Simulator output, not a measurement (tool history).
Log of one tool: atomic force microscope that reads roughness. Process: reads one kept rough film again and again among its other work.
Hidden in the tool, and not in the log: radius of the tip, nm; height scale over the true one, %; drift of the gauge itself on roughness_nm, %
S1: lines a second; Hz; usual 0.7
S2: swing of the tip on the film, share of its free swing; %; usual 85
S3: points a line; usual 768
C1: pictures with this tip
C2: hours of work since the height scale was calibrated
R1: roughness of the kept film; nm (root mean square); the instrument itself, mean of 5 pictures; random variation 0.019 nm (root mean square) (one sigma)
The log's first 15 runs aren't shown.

run   hour     S1  S2   S3   C1   C2     R1
     491.7  -- height scale calibrated on a step standard, once more
 16  513.7   1.33  85  768   94   11  4.013
 17  532.6  1.587  57  279  111   21  4.458
       567  -- new tip fitted
 18    567  1.185  85  682    0   38  4.272
 19  587.6  1.128  81  720   19   48  4.414
 20  622.5  1.128  59  634   51   66  4.642
 21    665  1.128  59  634   90   88  4.533
 22  695.7  1.128  59  634  119  103   4.44
     724.7  -- new tip fitted
 23  736.8    0.7  87  825   11  124  4.474
 24  769.4  0.599  85  471   41  140  4.487
 25  811.8   0.98  81  321   80  162  4.281
 26  847.7  2.847  68  740  114  180  4.041
     879.7  -- new tip fitted
 27  887.7    0.7  69  997    7  200  4.753
 28    908  0.507  58  997   26  210  4.775
 29  945.2  1.148  85  310   60  229  4.162
 30  971.4  3.282  63  558   84  242  4.196

Forecast each of these 4 alternatives for the next run:
  A  994.4    0.7  56  841  106  254   ?
  B  994.4  0.501  59  596  106  254   ?
  C  994.4  3.282  66  558  106  254   ?
  D  994.4  1.839  76  768  106  254   ?

run     R1
  A  4.575
  B   4.55
  C  4.067
  D  4.086
Without the tool's hidden state the same runs would have given:
run     R1
  A  4.859
  B  4.833
  C   4.32
  D   4.34

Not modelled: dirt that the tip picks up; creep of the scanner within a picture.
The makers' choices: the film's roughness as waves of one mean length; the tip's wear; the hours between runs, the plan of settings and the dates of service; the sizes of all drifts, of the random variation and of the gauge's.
